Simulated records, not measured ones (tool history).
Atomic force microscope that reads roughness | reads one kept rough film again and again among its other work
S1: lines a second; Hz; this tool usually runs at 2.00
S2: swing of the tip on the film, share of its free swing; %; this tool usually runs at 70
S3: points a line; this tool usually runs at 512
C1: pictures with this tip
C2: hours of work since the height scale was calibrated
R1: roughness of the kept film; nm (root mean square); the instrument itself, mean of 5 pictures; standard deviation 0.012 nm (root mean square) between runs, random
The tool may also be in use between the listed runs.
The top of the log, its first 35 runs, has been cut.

run	hour	S1	S2	S3	C1	C2	R1
36	509.2	0.70	79	512	67	587	2.728
# hour 531.0: new tip fitted
37	531.0	3.32	70	974	0	601	2.672
38	541.5	2.41	62	483	13	608	2.838
39	555.2	0.56	83	331	31	617	2.811
40	570.9	0.59	79	663	50	627	2.784
41	592.9	2.00	77	507	78	641	2.503
# hour 607.1: new tip fitted
42	614.4	2.00	81	1000	9	655	2.610
43	629.7	2.55	70	631	29	665	2.683
44	651.7	2.55	70	631	56	679	2.596
45	663.5	2.55	70	631	71	687	2.582
# hour 683.0: new tip fitted
46	683.1	3.39	70	986	0	699	2.666
47	696.5	3.39	70	986	17	708	2.622
48	708.6	3.39	70	986	32	716	2.601
49	725.5	3.39	57	986	54	727	2.737
50	735.0	2.36	57	380	66	733	2.741
51	755.8	1.07	79	273	92	746	2.611

5 options for the next run, each taken on its own from the tool as it stands now. Forecast them:
# hour 758.1: new tip fitted
A	776.2	1.07	58	260	23	759	?
# hour 758.1: new tip fitted
B	776.2	2.90	70	323	23	759	?
# hour 758.1: new tip fitted
C	776.2	2.52	79	668	23	759	?
# hour 758.1: new tip fitted
D	776.2	2.00	73	944	23	759	?
# hour 758.1: new tip fitted
E	776.2	0.56	70	305	23	759	?

run	R1
A	2.922
B	2.653
C	2.551
D	2.739
E	2.932
With the hidden condition removed and each run's random variation left untouched, the same runs would have given:
run	R1
A	2.983
B	2.709
C	2.604
D	2.797
E	2.993

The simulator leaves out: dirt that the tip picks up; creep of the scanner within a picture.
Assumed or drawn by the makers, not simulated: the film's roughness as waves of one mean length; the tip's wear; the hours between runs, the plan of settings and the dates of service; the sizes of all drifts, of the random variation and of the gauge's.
